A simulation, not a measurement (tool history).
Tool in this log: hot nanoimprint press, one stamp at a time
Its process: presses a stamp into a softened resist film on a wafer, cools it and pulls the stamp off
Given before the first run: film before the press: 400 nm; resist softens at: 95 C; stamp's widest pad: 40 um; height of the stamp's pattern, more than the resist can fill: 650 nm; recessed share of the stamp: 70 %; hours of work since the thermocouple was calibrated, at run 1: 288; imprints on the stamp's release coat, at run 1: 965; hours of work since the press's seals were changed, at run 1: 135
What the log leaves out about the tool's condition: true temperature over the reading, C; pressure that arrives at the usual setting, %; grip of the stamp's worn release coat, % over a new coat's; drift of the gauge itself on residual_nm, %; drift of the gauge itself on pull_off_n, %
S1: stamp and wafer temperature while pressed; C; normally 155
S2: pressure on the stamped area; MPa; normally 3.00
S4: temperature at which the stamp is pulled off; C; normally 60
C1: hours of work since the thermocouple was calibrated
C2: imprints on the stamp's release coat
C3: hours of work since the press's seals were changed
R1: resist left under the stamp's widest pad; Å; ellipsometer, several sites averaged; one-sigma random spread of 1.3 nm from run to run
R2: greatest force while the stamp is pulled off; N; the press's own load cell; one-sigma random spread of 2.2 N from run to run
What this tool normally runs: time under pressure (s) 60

run 1 hour=0.0 | S1=155 S2=3.00 time_under_pressure_(s)=60 S4=60 | C1=288 C2=965 C3=135 | R1=2205 R2=123
run 2 hour=6.3 | S1=155 S2=3.00 time_under_pressure_(s)=60 S4=60 | C1=293 C2=1000 C3=140 | R1=2205 R2=117
run 3 hour=13.3 | S1=155 S2=3.00 time_under_pressure_(s)=60 S4=60 | C1=298 C2=1039 C3=145 | R1=2181 R2=120
run 4 hour=27.3 | S1=155 S2=3.00 time_under_pressure_(s)=60 S4=57 | C1=309 C2=1117 C3=156 | R1=2189 R2=128
run 5 hour=41.3 | S1=155 S2=3.00 time_under_pressure_(s)=43 S4=60 | C1=320 C2=1195 C3=167 | R1=2440 R2=119
run 6 hour=49.1 | S1=149 S2=3.00 time_under_pressure_(s)=60 S4=60 | C1=326 C2=1238 C3=173 | R1=2628 R2=127
run 7 hour=57.2 | S1=149 S2=3.00 time_under_pressure_(s)=60 S4=60 | C1=333 C2=1283 C3=179 | R1=2611 R2=125
run 8 hour=66.1 | S1=149 S2=3.00 time_under_pressure_(s)=60 S4=60 | C1=340 C2=1333 C3=186 | R1=2624 R2=123
run 9 hour=78.7 | S1=155 S2=3.00 time_under_pressure_(s)=60 S4=60 | C1=349 C2=1404 C3=196 | R1=2226 R2=128
run 10 hour=86.8 | S1=155 S2=3.00 time_under_pressure_(s)=60 S4=60 | C1=356 C2=1449 C3=202 | R1=2198 R2=134
run 11 hour=99.3 | S1=155 S2=3.00 time_under_pressure_(s)=60 S4=60 | C1=365 C2=1518 C3=212 | R1=2224 R2=129
run 12 hour=108.4 | S1=155 S2=3.00 time_under_pressure_(s)=60 S4=60 | C1=373 C2=1569 C3=219 | R1=2202 R2=132
run 13 hour=117.7 | S1=162 S2=3.00 time_under_pressure_(s)=60 S4=60 | C1=380 C2=1621 C3=226 | R1=1757 R2=132
run 14 hour=129.2 | S1=162 S2=3.00 time_under_pressure_(s)=60 S4=60 | C1=389 C2=1685 C3=235 | R1=1791 R2=129
run 15 hour=142.5 | S1=162 S2=3.00 time_under_pressure_(s)=60 S4=60 | C1=399 C2=1759 C3=246 | R1=1773 R2=134
run 16 hour=153.3 | S1=162 S2=3.00 time_under_pressure_(s)=60 S4=60 | C1=408 C2=1820 C3=254 | R1=1790 R2=134
run 17 hour=160.0 | S1=162 S2=3.00 time_under_pressure_(s)=60 S4=60 | C1=413 C2=1857 C3=259 | R1=1774 R2=138
run 18 hour=166.6 | S1=156 S2=3.54 time_under_pressure_(s)=60 S4=62 | C1=418 C2=1894 C3=265 | R1=2040 R2=133
run 19 hour=177.2 | S1=156 S2=2.06 time_under_pressure_(s)=60 S4=49 | C1=426 C2=1953 C3=273 | R1=2458 R2=166
run 20 hour=190.1 | S1=155 S2=2.66 time_under_pressure_(s)=60 S4=60 | C1=436 C2=2025 C3=283 | R1=2340 R2=140
run 21 hour=199.5 | S1=149 S2=2.40 time_under_pressure_(s)=60 S4=58 | C1=443 C2=2077 C3=290 | R1=2831 R2=145
run 22 hour=207.6 | S1=149 S2=1.98 time_under_pressure_(s)=53 S4=53 | C1=450 C2=2122 C3=296 | R1=3013 R2=157
run 23 hour=218.4 | S1=155 S2=3.00 time_under_pressure_(s)=60 S4=63 | C1=458 C2=2182 C3=305 | R1=2233 R2=130
run 24 hour=229.1 | S1=155 S2=3.00 time_under_pressure_(s)=60 S4=63 | C1=467 C2=2242 C3=313 | R1=2246 R2=143
-- hour=236.8 stamp cleaned and given a new release coat
run 25 hour=243.2 | S1=143 S2=3.79 time_under_pressure_(s)=63 S4=49 | C1=473 C2=35 C3=320 | R1=2906 R2=118
run 26 hour=250.8 | S1=146 S2=3.79 time_under_pressure_(s)=63 S4=68 | C1=479 C2=78 C3=325 | R1=2661 R2=88
run 27 hour=263.0 | S1=155 S2=2.88 time_under_pressure_(s)=82 S4=60 | C1=488 C2=146 C3=335 | R1=2070 R2=106
run 28 hour=271.0 | S1=155 S2=3.03 time_under_pressure_(s)=30 S4=63 | C1=495 C2=191 C3=341 | R1=2767 R2=102
run 29 hour=282.6 | S1=155 S2=4.41 time_under_pressure_(s)=60 S4=60 | C1=504 C2=255 C3=350 | R1=1965 R2=102

Measured minus without-hidden-state, run by run (identical run-to-run variation in each term; gauge scatter may differ):
run=1 R1=+97 R2=+22
run=2 R1=+99 R2=+21
run=3 R1=+100 R2=+23
run=4 R1=+103 R2=+25
run=5 R1=+109 R2=+25
run=6 R1=+118 R2=+27
run=7 R1=+119 R2=+28
run=8 R1=+122 R2=+28
run=9 R1=+119 R2=+30
run=10 R1=+120 R2=+32
run=11 R1=+123 R2=+32
run=12 R1=+126 R2=+34
run=13 R1=+107 R2=+34
run=14 R1=+111 R2=+35
run=15 R1=+113 R2=+37
run=16 R1=+117 R2=+39
run=17 R1=+117 R2=+40
run=18 R1=+140 R2=+39
run=19 R1=+137 R2=+49
run=20 R1=+148 R2=+43
run=21 R1=+150 R2=+45
run=22 R1=+136 R2=+50
run=23 R1=+155 R2=+43
run=24 R1=+158 R2=+46
run=25 R1=+183 R2=+5
run=26 R1=+187 R2=+5
run=27 R1=+162 R2=+7
run=28 R1=+164 R2=+7
run=29 R1=+175 R2=+8
